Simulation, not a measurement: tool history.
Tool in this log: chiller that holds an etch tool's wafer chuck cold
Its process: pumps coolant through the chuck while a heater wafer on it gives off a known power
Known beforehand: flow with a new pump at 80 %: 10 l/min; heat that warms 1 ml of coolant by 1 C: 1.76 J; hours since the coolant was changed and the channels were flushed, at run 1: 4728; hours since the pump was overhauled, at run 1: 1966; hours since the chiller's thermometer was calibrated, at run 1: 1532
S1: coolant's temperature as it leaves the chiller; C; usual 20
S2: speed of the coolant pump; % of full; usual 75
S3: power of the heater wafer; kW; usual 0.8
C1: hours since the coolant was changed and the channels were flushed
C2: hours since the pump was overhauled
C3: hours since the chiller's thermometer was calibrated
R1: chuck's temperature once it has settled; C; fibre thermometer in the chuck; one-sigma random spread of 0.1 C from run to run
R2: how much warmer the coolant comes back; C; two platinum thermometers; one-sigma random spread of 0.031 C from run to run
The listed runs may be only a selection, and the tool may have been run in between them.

run    hour  S1  S2     S3    C1    C2    C3    R1    R2
  1       0  20  75    0.8  4728  1966  1532  27.5  2.99
  2    44.9  20  75    0.8  4773  2011  1577  27.4   2.9
  3   105.5  20  75    0.8  4833  2072  1638  27.6  2.96
  4   156.2  20  75    0.8  4884  2122  1688  27.7  2.97
  5     193  20  75    0.8  4921  2159  1725  27.6  3.04
  6   244.1  20  75    0.8  4972  2210  1776  27.4  2.98
  7   280.9  20  75    0.8  5009  2247  1813  27.6  2.98
  8   324.6  20  75    0.8  5052  2291  1857  27.5  2.97
      330.2  -- chiller's thermometer calibrated
  9   386.5  20  75    0.8  5113  2351    56  27.6  3.03
 10   435.6  20  75    0.8  5162  2401   105  27.8  2.97
 11   469.7  20  75    0.8  5196  2435   140  27.7  3.02
 12   518.4  14  75    0.8  5245  2483   188  21.8  3.01
      525.5  -- chiller's thermometer calibrated, once more
 13   557.2  14  75    0.8  5283  2521    32  21.6     3
 14   613.4  14  75    0.8  5339  2577    88  21.6  2.96
 15   654.6  10  93    0.8  5380  2619   129  16.7  2.48
 16   687.4  19  93  1.018  5413  2651   162  27.4  3.07
 17   719.7  10  72  1.128  5445  2684   194  20.8  4.48
 18   746.6  10  72  1.128  5472  2711   221  20.7  4.33
 19   790.3  10  72  1.128  5516  2754   265  20.9  4.44
 20   847.6  10  84  0.762  5573  2812   322  16.7  2.49
 21   885.5  28  97  0.961  5611  2850   360  35.9  2.78
 22   933.4  28  97  0.961  5659  2897   408  35.8  2.85
 23   960.1  20  74    0.6  5686  2924   435  25.7   2.3
 24    1010  23  85    0.8  5736  2974   484    30  2.66
 25  1069.1  12  85  0.406  5795  3033   544  15.5  1.37
 26  1110.1  12  85  0.406  5836  3074   585  15.6  1.32

Here are 4 independent what-if runs from the current tool condition. What would each one return?
  A  1146.3  12  78  0.433  5872  3110  621   ?   ?
  B  1146.3  11  88  0.678  5872  3110  621   ?   ?
  C  1146.3  11  90  1.035  5872  3110  621   ?   ?
  D  1146.3  15  71  0.523  5872  3110  621   ?   ?

run    R1    R2
  A    16   1.6
  B  16.8  2.23
  C    20  3.28
  D  20.1  2.05
Without the tool's hidden state the same runs would have given:
run    R1    R2
  A  15.5  1.55
  B  16.1  2.14
  C  18.9  3.16
  D  19.4  1.98

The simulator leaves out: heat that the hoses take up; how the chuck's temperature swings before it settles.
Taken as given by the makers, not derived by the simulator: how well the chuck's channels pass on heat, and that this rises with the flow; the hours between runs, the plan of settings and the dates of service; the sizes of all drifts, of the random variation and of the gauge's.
